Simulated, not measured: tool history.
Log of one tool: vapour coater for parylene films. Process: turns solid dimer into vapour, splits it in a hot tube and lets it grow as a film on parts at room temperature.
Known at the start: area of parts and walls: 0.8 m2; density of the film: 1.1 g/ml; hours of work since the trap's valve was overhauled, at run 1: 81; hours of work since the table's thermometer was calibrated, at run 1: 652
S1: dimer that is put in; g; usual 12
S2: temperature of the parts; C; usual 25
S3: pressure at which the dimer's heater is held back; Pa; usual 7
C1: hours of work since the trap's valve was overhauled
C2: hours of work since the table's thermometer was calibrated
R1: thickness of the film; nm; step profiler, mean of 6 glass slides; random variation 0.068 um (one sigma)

{"run": 1, "hour": 0.0, "S1": 12, "S2": 25, "S3": 7, "C1": 81, "C2": 652, "R1": 7740}
{"run": 2, "hour": 26.5, "S1": 12, "S2": 25, "S3": 7, "C1": 103, "C2": 674, "R1": 7700}
{"run": 3, "hour": 62.8, "S1": 12, "S2": 25, "S3": 7, "C1": 133, "C2": 703, "R1": 7720}
{"run": 4, "hour": 79.0, "S1": 12, "S2": 25, "S3": 7, "C1": 146, "C2": 716, "R1": 7740}
{"run": 5, "hour": 104.2, "S1": 12, "S2": 25, "S3": 7, "C1": 166, "C2": 737, "R1": 7660}
{"run": 6, "hour": 125.0, "S1": 12, "S2": 25, "S3": 7, "C1": 183, "C2": 754, "R1": 7730}
{"run": 7, "hour": 155.2, "S1": 12, "S2": 35, "S3": 7, "C1": 208, "C2": 778, "R1": 4800}
{"run": 8, "hour": 176.2, "S1": 12, "S2": 35, "S3": 7, "C1": 225, "C2": 795, "R1": 4780}
{"run": 9, "hour": 208.0, "S1": 12, "S2": 32, "S3": 7, "C1": 251, "C2": 821, "R1": 5480}
{"run": 10, "hour": 224.0, "S1": 12, "S2": 32, "S3": 7, "C1": 264, "C2": 834, "R1": 5480}
{"run": 11, "hour": 259.3, "S1": 12, "S2": 25, "S3": 7, "C1": 292, "C2": 863, "R1": 7580}
{"run": 12, "hour": 290.2, "S1": 12, "S2": 25, "S3": 7, "C1": 318, "C2": 888, "R1": 7580}
{"run": 13, "hour": 310.8, "S1": 12, "S2": 19, "S3": 7, "C1": 334, "C2": 905, "R1": 9840}
{"run": 14, "hour": 335.5, "S1": 8, "S2": 19, "S3": 7, "C1": 354, "C2": 925, "R1": 6560}
{"run": 15, "hour": 353.1, "S1": 12, "S2": 25, "S3": 7, "C1": 369, "C2": 939, "R1": 7460}
{"run": 16, "hour": 375.6, "S1": 12, "S2": 25, "S3": 8.41, "C1": 387, "C2": 958, "R1": 7340}
{"run": 17, "hour": 399.5, "S1": 12, "S2": 25, "S3": 8.41, "C1": 407, "C2": 977, "R1": 7350}
{"run": 18, "hour": 432.5, "S1": 12, "S2": 25, "S3": 7, "C1": 433, "C2": 1004, "R1": 7450}
{"run": 19, "hour": 448.5, "S1": 12, "S2": 25, "S3": 7, "C1": 446, "C2": 1017, "R1": 7270}
{"run": 20, "hour": 484.0, "S1": 12, "S2": 25, "S3": 7, "C1": 475, "C2": 1046, "R1": 7200}
{"run": 21, "hour": 517.6, "S1": 12, "S2": 25, "S3": 7, "C1": 503, "C2": 1073, "R1": 7330}
{"run": 22, "hour": 542.0, "S1": 12, "S2": 25, "S3": 7, "C1": 523, "C2": 1093, "R1": 7250}
{"run": 23, "hour": 565.9, "S1": 12, "S2": 25, "S3": 7, "C1": 542, "C2": 1113, "R1": 7210}
{"hour": 586.8, "done": "trap's valve overhauled"}
{"run": 24, "hour": 603.0, "S1": 7, "S2": 25, "S3": 7, "C1": 13, "C2": 1139, "R1": 4520}
{"run": 25, "hour": 622.5, "S1": 7, "S2": 20, "S3": 7, "C1": 29, "C2": 1155, "R1": 5750}
{"run": 26, "hour": 649.2, "S1": 5, "S2": 22, "S3": 3.42, "C1": 51, "C2": 1177, "R1": 3960}
{"run": 27, "hour": 672.3, "S1": 5, "S2": 22, "S3": 3.42, "C1": 70, "C2": 1196, "R1": 4010}
{"run": 28, "hour": 704.5, "S1": 5, "S2": 22, "S3": 2.57, "C1": 96, "C2": 1222, "R1": 3990}
{"run": 29, "hour": 728.6, "S1": 16, "S2": 25, "S3": 5.44, "C1": 115, "C2": 1242, "R1": 10510}
{"run": 30, "hour": 748.6, "S1": 16, "S2": 25, "S3": 5.44, "C1": 132, "C2": 1258, "R1": 10480}
{"run": 31, "hour": 768.6, "S1": 16, "S2": 25, "S3": 5.44, "C1": 148, "C2": 1274, "R1": 10270}
{"run": 32, "hour": 798.8, "S1": 7, "S2": 25, "S3": 2.02, "C1": 173, "C2": 1299, "R1": 4950}
{"run": 33, "hour": 818.4, "S1": 7, "S2": 25, "S3": 2.02, "C1": 188, "C2": 1315, "R1": 4960}
{"run": 34, "hour": 853.9, "S1": 12, "S2": 19, "S3": 8.84, "C1": 217, "C2": 1344, "R1": 9650}
{"run": 35, "hour": 879.1, "S1": 12, "S2": 29, "S3": 3.79, "C1": 238, "C2": 1364, "R1": 6640}
{"run": 36, "hour": 909.3, "S1": 12, "S2": 29, "S3": 3.79, "C1": 263, "C2": 1389, "R1": 6610}
{"run": 37, "hour": 936.8, "S1": 18, "S2": 21, "S3": 8.94, "C1": 285, "C2": 1411, "R1": 13010}
{"run": 38, "hour": 963.6, "S1": 22, "S2": 21, "S3": 2.1, "C1": 307, "C2": 1433, "R1": 18080}
{"run": 39, "hour": 983.9, "S1": 12, "S2": 25, "S3": 7.07, "C1": 323, "C2": 1450, "R1": 7310}
{"run": 40, "hour": 1013.7, "S1": 22, "S2": 24, "S3": 3.8, "C1": 347, "C2": 1474, "R1": 14900}
{"run": 41, "hour": 1044.1, "S1": 22, "S2": 24, "S3": 3.8, "C1": 372, "C2": 1498, "R1": 15220}
{"run": 42, "hour": 1065.1, "S1": 8, "S2": 25, "S3": 7, "C1": 389, "C2": 1516, "R1": 4870}
{"run": 43, "hour": 1084.1, "S1": 10, "S2": 25, "S3": 2.54, "C1": 405, "C2": 1531, "R1": 6700}
{"run": 44, "hour": 1101.9, "S1": 12, "S2": 17, "S3": 7, "C1": 419, "C2": 1546, "R1": 10430}
{"run": 45, "hour": 1124.3, "S1": 12, "S2": 27, "S3": 2.71, "C1": 437, "C2": 1564, "R1": 7280}
{"run": 46, "hour": 1149.8, "S1": 10, "S2": 26, "S3": 2.44, "C1": 458, "C2": 1584, "R1": 6320}
{"run": 47, "hour": 1178.3, "S1": 10, "S2": 25, "S3": 7, "C1": 481, "C2": 1608, "R1": 6020}

How the hidden state differs across the entries between the runs, from the last listed run before each to the first after it:
Between runs 23 and 24: trap's valve overhauled (hour 586.8)
  vapour lost through the trap's worn valve, %: 7.5 -> 0.2; true temperature of the parts over the reading, C: 0.99 -> 1.01
  measured less the result without the state, R1: -940 -> -230 nm
